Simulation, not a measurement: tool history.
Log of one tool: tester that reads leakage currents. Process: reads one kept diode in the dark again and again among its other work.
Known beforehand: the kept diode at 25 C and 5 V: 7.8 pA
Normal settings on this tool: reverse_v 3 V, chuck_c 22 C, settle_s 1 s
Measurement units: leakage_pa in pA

| run | day | reverse_v | chuck_c | settle_s | leakage_pa |
|---|---|---|---|---|---|
| 1 | 0 | 3 | 22 | 1 | 7.71 |
| 2 | 4.742 | 3 | 22 | 1 | 8.44 |
| 3 | 7.825 | 3 | 22 | 1 | 8.7 |
| 4 | 12.804 | 3 | 22 | 1 | 9.29 |
|  | 13.95 | chuck's temperature calibrated |
| 5 | 16.4 | 3 | 22 | 0.94 | 10.29 |
| 6 | 20.171 | 3 | 22 | 0.94 | 10.82 |
| 7 | 22.883 | 3 | 22 | 0.94 | 11.19 |
| 8 | 27.042 | 3 | 22 | 0.94 | 11.57 |
| 9 | 32.404 | 3 | 22 | 0.94 | 12.01 |
| 10 | 35.075 | 3 | 22 | 1 | 12.46 |
| 11 | 37.496 | 3 | 22 | 1 | 12.77 |
| 12 | 41.462 | 3 | 26 | 1 | 14.98 |
| 13 | 45.2 | 3 | 22 | 0.59 | 13.81 |
|  | 47.354 | probe card cleaned and baked |
| 14 | 50.217 | 3 | 22 | 0.65 | 5.14 |
| 15 | 53.046 | 3 | 22 | 0.65 | 5.48 |
| 16 | 57.029 | 3 | 22 | 0.65 | 5.86 |
| 17 | 60.788 | 5.12 | 22 | 1 | 8.7 |
| 18 | 64.183 | 5.12 | 22 | 1 | 9.35 |
| 19 | 66.408 | 5.12 | 22 | 1 | 9.89 |
| 20 | 68.783 | 3.86 | 51 | 4.27 | 44.95 |
| 21 | 73.642 | 2.41 | 51 | 0.57 | 36.44 |
| 22 | 78.821 | 2.41 | 51 | 0.57 | 36.46 |
| 23 | 84.112 | 2.41 | 56 | 7.58 | 49.55 |
|  | 87.667 | chuck's temperature calibrated |
| 24 | 87.667 | 19.8 | 22 | 1.72 | 45.42 |
| 25 | 90.846 | 1.53 | 22 | 1 | 6.38 |
| 26 | 95.942 | 9.17 | 25 | 0.41 | 30.28 |
| 27 | 98.992 | 9.17 | 25 | 0.41 | 31.52 |
| 28 | 101.617 | 9.47 | 46 | 0.75 | 69.74 |
| 29 | 106.412 | 1.72 | 53 | 4.1 | 39.93 |
| 30 | 109.762 | 1.07 | 57 | 4.1 | 40.38 |
| 31 | 114.917 | 17.88 | 22 | 1 | 61.55 |
|  | 118.283 | probe card cleaned and baked |
| 32 | 120.238 | 5.54 | 20 | 0.7 | 6.17 |
| 33 | 124 | 5.54 | 20 | 0.7 | 7.05 |
| 34 | 126.617 | 5.54 | 20 | 0.88 | 7.38 |
| 35 | 130.3 | 2.19 | 21 | 9.28 | 4.71 |
| 36 | 134.188 | 1.39 | 32 | 3.12 | 7.8 |
| 37 | 137.171 | 1.39 | 32 | 3.12 | 7.85 |
| 38 | 140.375 | 8.64 | 43 | 9.95 | 42.92 |

Branching from run 38: 4 alternative next runs. What would each branch give?
|  | 143.971 | tester calibrated |
| A | 144.854 | 4.19 | 59 | 0.38 | ? |
|  | 143.971 | tester calibrated |
| B | 144.854 | 5.6 | 22 | 7.88 | ? |
|  | 143.971 | tester calibrated |
| C | 144.854 | 11.79 | 25 | 0.37 | ? |
|  | 143.971 | tester calibrated |
| D | 144.854 | 16.71 | 22 | 1 | ? |

| run | leakage_pa |
|---|---|
| A | 79.87 |
| B | 11.91 |
| C | 25.74 |
| D | 29.2 |
Stripped of hidden state, with their random variation kept, the same runs would have yielded:
| run | leakage_pa |
|---|---|
| A | 83.07 |
| B | 6.52 |
| C | 14.05 |
| D | 12.03 |
